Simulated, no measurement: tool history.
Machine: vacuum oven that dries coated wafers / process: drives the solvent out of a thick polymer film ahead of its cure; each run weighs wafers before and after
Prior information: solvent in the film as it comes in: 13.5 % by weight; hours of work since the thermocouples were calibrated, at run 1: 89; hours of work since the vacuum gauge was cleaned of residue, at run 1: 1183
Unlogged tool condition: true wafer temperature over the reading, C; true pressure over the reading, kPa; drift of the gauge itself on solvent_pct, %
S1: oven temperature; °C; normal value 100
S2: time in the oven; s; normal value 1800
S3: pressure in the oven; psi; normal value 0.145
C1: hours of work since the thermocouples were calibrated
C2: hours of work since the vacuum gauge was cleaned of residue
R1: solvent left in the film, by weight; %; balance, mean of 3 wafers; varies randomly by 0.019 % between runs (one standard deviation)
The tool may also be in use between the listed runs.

| run | hour | S1 | S2 | S3 | C1 | C2 | R1 |
|---|---|---|---|---|---|---|---|
| 1 | 0.0 | 100 | 1800 | 0.145 | 89 | 1183 | 1.21 |
| 2 | 106.5 | 100 | 1800 | 0.145 | 145 | 1240 | 1.25 |
| 3 | 203.4 | 100 | 1800 | 0.075 | 197 | 1291 | 1.06 |
| 4 | 300.2 | 100 | 1800 | 0.145 | 248 | 1343 | 1.25 |
| 5 | 395.4 | 105 | 1800 | 0.145 | 299 | 1393 | 0.82 |
| 6 | 505.4 | 105 | 1800 | 0.145 | 357 | 1452 | 0.86 |
| 7 | 582.6 | 100 | 2820 | 0.145 | 398 | 1493 | 0.60 |
| 8 | 679.2 | 100 | 2820 | 0.145 | 450 | 1544 | 0.60 |
| 9 | 743.0 | 100 | 2820 | 0.145 | 484 | 1578 | 0.64 |
| 10 | 858.5 | 100 | 2820 | 0.145 | 545 | 1639 | 0.60 |
| 11 | 930.5 | 100 | 2820 | 0.106 | 583 | 1678 | 0.51 |
| 12 | 1028.8 | 100 | 1800 | 0.145 | 635 | 1730 | 1.22 |
| 13 | 1132.0 | 100 | 1800 | 0.145 | 690 | 1785 | 1.28 |
| 14 | 1217.7 | 100 | 900 | 0.410 | 736 | 1830 | 3.99 |
| 15 | 1274.7 | 89 | 1080 | 0.145 | 766 | 1861 | 4.40 |
| 16 | 1390.2 | 89 | 1020 | 0.334 | 827 | 1922 | 5.23 |
| 17 | 1509.0 | 89 | 1020 | 0.334 | 891 | 1985 | 5.23 |
|  | 1553.7 | vacuum gauge cleaned of residue and calibrated |
| 18 | 1622.8 | 103 | 1380 | 0.136 | 950 | 37 | 1.56 |
| 19 | 1720.9 | 103 | 1380 | 0.136 | 1002 | 89 | 1.54 |
| 20 | 1842.4 | 100 | 1800 | 0.238 | 1067 | 153 | 1.49 |
| 21 | 1952.1 | 97 | 2700 | 0.505 | 1125 | 212 | 1.90 |
| 22 | 2070.8 | 109 | 960 | 0.151 | 1188 | 275 | 1.93 |
| 23 | 2148.9 | 107 | 3000 | 0.088 | 1230 | 316 | 0.25 |
| 24 | 2229.5 | 107 | 3000 | 0.088 | 1273 | 359 | 0.23 |
| 25 | 2307.6 | 112 | 3000 | 0.088 | 1314 | 401 | 0.16 |
| 26 | 2428.6 | 112 | 1800 | 0.074 | 1378 | 465 | 0.35 |

What if the next run were any one of these 5? Each begins from the tool's condition after run 26:
| A | 2496.0 | 100 | 1080 | 0.236 | 1414 | 501 | ? |
| B | 2496.0 | 88 | 2700 | 0.197 | 1414 | 501 | ? |
| C | 2496.0 | 100 | 1800 | 0.499 | 1414 | 501 | ? |
| D | 2496.0 | 112 | 2340 | 0.074 | 1414 | 501 | ? |
| E | 2496.0 | 111 | 1140 | 0.173 | 1414 | 501 | ? |

| run | R1 |
|---|---|
| A | 2.93 |
| B | 1.78 |
| C | 2.19 |
| D | 0.22 |
| E | 1.30 |
What these runs would have given with no unlogged condition in the tool:
| run | R1 |
|---|---|
| A | 2.94 |
| B | 1.79 |
| C | 2.20 |
| D | 0.22 |
| E | 1.31 |
